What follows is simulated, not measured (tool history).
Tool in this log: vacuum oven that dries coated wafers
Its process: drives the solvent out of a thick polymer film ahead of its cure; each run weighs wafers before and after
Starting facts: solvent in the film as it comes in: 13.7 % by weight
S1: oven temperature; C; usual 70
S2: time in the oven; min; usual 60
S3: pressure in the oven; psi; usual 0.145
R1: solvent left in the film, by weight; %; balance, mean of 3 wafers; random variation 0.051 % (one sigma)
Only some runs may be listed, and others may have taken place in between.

run 1 day=0 | S1=70 S2=60 S3=0.145 | R1=1.41
run 2 day=0.342 | S1=70 S2=60 S3=0.145 | R1=1.26
run 3 day=0.796 | S1=70 S2=60 S3=0.145 | R1=1.35
run 4 day=1.317 | S1=70 S2=37 S3=0.145 | R1=2.42
run 5 day=1.7 | S1=70 S2=37 S3=0.145 | R1=2.4
run 6 day=1.946 | S1=65 S2=37 S3=0.145 | R1=3.29
run 7 day=2.262 | S1=65 S2=37 S3=0.145 | R1=3.31
run 8 day=2.633 | S1=76 S2=37 S3=0.145 | R1=1.5
run 9 day=3.042 | S1=70 S2=60 S3=0.145 | R1=1.4
run 10 day=3.304 | S1=70 S2=60 S3=0.145 | R1=1.31
run 11 day=3.671 | S1=70 S2=60 S3=0.145 | R1=1.39
run 12 day=4.1 | S1=70 S2=60 S3=0.145 | R1=1.31
run 13 day=4.408 | S1=70 S2=60 S3=0.145 | R1=1.32
run 14 day=4.654 | S1=70 S2=60 S3=0.145 | R1=1.38
run 15 day=4.921 | S1=70 S2=60 S3=0.094 | R1=1.09
run 16 day=5.158 | S1=70 S2=60 S3=0.094 | R1=1.08
run 17 day=5.483 | S1=70 S2=60 S3=0.094 | R1=1.11
run 18 day=5.921 | S1=70 S2=60 S3=0.094 | R1=1.02
run 19 day=6.129 | S1=72 S2=60 S3=0.145 | R1=1.19
run 20 day=6.404 | S1=70 S2=60 S3=0.145 | R1=1.39
run 21 day=6.633 | S1=70 S2=60 S3=0.145 | R1=1.32
run 22 day=7.038 | S1=70 S2=60 S3=0.145 | R1=1.41
run 23 day=7.396 | S1=74 S2=60 S3=0.145 | R1=1.08
run 24 day=7.879 | S1=70 S2=60 S3=0.252 | R1=1.98
run 25 day=8.346 | S1=70 S2=60 S3=0.252 | R1=1.97
run 26 day=8.754 | S1=72 S2=60 S3=0.145 | R1=1.11
run 27 day=9.154 | S1=65 S2=83 S3=0.368 | R1=2.92
run 28 day=9.433 | S1=69 S2=39 S3=0.186 | R1=2.68
run 29 day=9.821 | S1=70 S2=92 S3=0.145 | R1=0.92
-- day=9.933 oven's thermocouples calibrated
run 30 day=10.35 | S1=70 S2=66 S3=0.145 | R1=1.21
run 31 day=10.671 | S1=70 S2=66 S3=0.145 | R1=1.26
run 32 day=10.958 | S1=70 S2=66 S3=0.145 | R1=1.32
run 33 day=11.225 | S1=70 S2=66 S3=0.145 | R1=1.24
run 34 day=11.525 | S1=70 S2=66 S3=0.145 | R1=1.3
run 35 day=11.746 | S1=56 S2=48 S3=0.116 | R1=4.25
-- day=12.188 oven's thermocouples calibrated, once more
run 36 day=12.246 | S1=81 S2=60 S3=0.099 | R1=0.46
run 37 day=12.554 | S1=68 S2=53 S3=0.106 | R1=1.55
run 38 day=12.8 | S1=68 S2=53 S3=0.106 | R1=1.52
run 39 day=13.088 | S1=65 S2=60 S3=0.086 | R1=1.66
run 40 day=13.504 | S1=65 S2=60 S3=0.086 | R1=1.64
run 41 day=13.808 | S1=65 S2=60 S3=0.086 | R1=1.56
run 42 day=14.138 | S1=65 S2=60 S3=0.086 | R1=1.67
run 43 day=14.621 | S1=55 S2=108 S3=0.08 | R1=1.85
run 44 day=15.121 | S1=70 S2=57 S3=0.145 | R1=1.42
run 45 day=15.375 | S1=70 S2=57 S3=0.145 | R1=1.42
run 46 day=15.833 | S1=70 S2=36 S3=0.5 | R1=4.24
run 47 day=16.146 | S1=71 S2=71 S3=0.55 | R1=3.11

Each row is a separate what-if for the run after 47, all from the same tool condition, not one after another. Results?
run A day=16.608 | S1=71 S2=71 S3=0.315 | R1=?
run B day=16.608 | S1=84 S2=71 S3=0.55 | R1=?
run C day=16.608 | S1=68 S2=33 S3=0.493 | R1=?

run=A R1=2
run=B R1=1.81
run=C R1=4.95
What these runs would have given with no unlogged condition in the tool:
run=A R1=1.83
run=B R1=1.7
run=C R1=4.7
